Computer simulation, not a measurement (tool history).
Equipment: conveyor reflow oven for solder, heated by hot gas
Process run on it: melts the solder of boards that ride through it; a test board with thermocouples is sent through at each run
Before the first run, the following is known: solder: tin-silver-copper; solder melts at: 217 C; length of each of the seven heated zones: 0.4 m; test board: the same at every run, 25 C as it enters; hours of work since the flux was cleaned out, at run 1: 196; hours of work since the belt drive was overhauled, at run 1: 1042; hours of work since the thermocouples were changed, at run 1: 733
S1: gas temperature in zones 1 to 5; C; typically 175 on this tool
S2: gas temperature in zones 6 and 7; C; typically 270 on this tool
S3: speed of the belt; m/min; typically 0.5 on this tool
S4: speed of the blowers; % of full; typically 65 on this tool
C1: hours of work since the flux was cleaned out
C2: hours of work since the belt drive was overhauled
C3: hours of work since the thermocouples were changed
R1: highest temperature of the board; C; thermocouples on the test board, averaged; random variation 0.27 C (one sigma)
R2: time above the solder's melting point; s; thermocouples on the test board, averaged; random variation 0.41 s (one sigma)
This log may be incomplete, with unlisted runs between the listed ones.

Run 1, hour 0: usual settings; C1 196; C2 1042; C3 733. Result: R1 254.9 C, R2 75 s.
Run 2, hour 24.5: usual settings but S4 51 % of full; C1 207; C2 1053; C3 744. Result: R1 252.8 C, R2 72.2 s.
At hour 44.1: belt drive overhauled, speed set with a stopwatch.
Run 3, hour 47.3: usual settings but S4 51 % of full; C1 216; C2 1; C3 752. Result: R1 252.3 C, R2 71.7 s.
Run 4, hour 70.6: usual settings but S4 51 % of full; C1 226; C2 12; C3 763. Result: R1 252.3 C, R2 71.6 s.
Run 5, hour 95.6: usual settings; C1 238; C2 24; C3 775. Result: R1 255.2 C, R2 75.1 s.
Run 6, hour 121.8: usual settings but S3 0.517 m/min; C1 250; C2 36; C3 787. Result: R1 253.9 C, R2 71.2 s.
Run 7, hour 144.7: usual settings but S2 260 C; C1 260; C2 46; C3 797. Result: R1 246.7 C, R2 66.6 s.
Run 8, hour 171.8: usual settings but S2 260 C; C1 273; C2 59; C3 810. Result: R1 246.2 C, R2 67.3 s.
Run 9, hour 211.9: usual settings but S2 260 C; C1 291; C2 77; C3 828. Result: R1 246.4 C, R2 67.4 s.
Run 10, hour 242.2: usual settings but S2 260 C; C1 305; C2 91; C3 842. Result: R1 246.1 C, R2 67.2 s.
Run 11, hour 272: usual settings but S2 260 C; C1 319; C2 105; C3 856. Result: R1 246.3 C, R2 66.9 s.
Run 12, hour 292.9: usual settings; C1 328; C2 114; C3 865. Result: R1 254.7 C, R2 74.9 s.
Run 13, hour 313.4: usual settings; C1 338; C2 123; C3 874. Result: R1 255.6 C, R2 75.5 s.
Run 14, hour 350.6: usual settings; C1 355; C2 141; C3 892. Result: R1 255.8 C, R2 75.4 s.
Run 15, hour 388.6: usual settings; C1 372; C2 158; C3 909. Result: R1 255.1 C, R2 75.8 s.
Run 16, hour 431.8: usual settings but S3 0.46 m/min, S4 88 % of full; C1 392; C2 178; C3 929. Result: R1 260.8 C, R2 87.4 s.
Run 17, hour 467.4: usual settings but S3 0.46 m/min, S4 88 % of full; C1 408; C2 194; C3 945. Result: R1 260.6 C, R2 88.5 s.
Run 18, hour 500.7: usual settings but S3 0.548 m/min, S4 78 % of full; C1 424; C2 209; C3 960. Result: R1 254.4 C, R2 67.7 s.
Run 19, hour 534.3: usual settings but S3 0.548 m/min, S4 78 % of full; C1 439; C2 225; C3 976. Result: R1 254.2 C, R2 67.7 s.
Run 20, hour 577.7: usual settings but S1 171 C, S2 271 C, S3 0.46 m/min, S4 90 % of full; C1 459; C2 245; C3 996. Result: R1 261.2 C, R2 86.5 s.
At hour 594.8: flux residue cleaned out of gas plates and filters.
Run 21, hour 611.6: usual settings but S1 165 C, S3 0.542 m/min; C1 8; C2 258; C3 1009. Result: R1 250.9 C, R2 61 s.
Run 22, hour 639.5: usual settings but S1 188 C, S2 258 C, S3 0.599 m/min; C1 20; C2 271; C3 1022. Result: R1 242.1 C, R2 55.3 s.
Run 23, hour 677.1: usual settings but S2 269 C, S3 0.546 m/min, S4 60 % of full; C1 38; C2 288; C3 1039. Result: R1 250.2 C, R2 63.6 s.
Run 24, hour 698.6: usual settings but S1 185 C, S2 264 C, S3 0.546 m/min, S4 60 % of full; C1 48; C2 298; C3 1049. Result: R1 248.4 C, R2 66.9 s.
Run 25, hour 726: usual settings but S2 272 C; C1 60; C2 310; C3 1061. Result: R1 256.8 C, R2 76.1 s.
Run 26, hour 767: usual settings but S1 182 C, S2 275 C, S4 74 % of full; C1 79; C2 329; C3 1080. Result: R1 262.2 C, R2 83.6 s.
Run 27, hour 789.8: usual settings but S1 165 C, S2 278 C, S3 0.556 m/min, S4 90 % of full; C1 89; C2 340; C3 1091. Result: R1 261.3 C, R2 69.1 s.
Run 28, hour 813.9: usual settings but S4 56 % of full; C1 100; C2 351; C3 1102. Result: R1 253.6 C, R2 72.9 s.
Run 29, hour 832.3: usual settings but S1 171 C, S2 260 C, S3 0.511 m/min, S4 56 % of full; C1 109; C2 359; C3 1110. Result: R1 243.4 C, R2 59.6 s.
Run 30, hour 869.4: usual settings but S2 275 C, S3 0.573 m/min; C1 126; C2 376; C3 1127. Result: R1 254.9 C, R2 63.8 s.

What differs in the tool's unlogged condition from the final listed run ahead of each entry between runs to the first listed run following it?
Runs 2 to 3: belt drive overhauled, speed set with a stopwatch (hour 44.1)
  belt's true speed, % of the reading: 99.82 -> 100
Runs 20 to 21: flux residue cleaned out of gas plates and filters (hour 594.8)
  heat that the gas passes to the board, % of a clean oven's: 99.3 -> 100
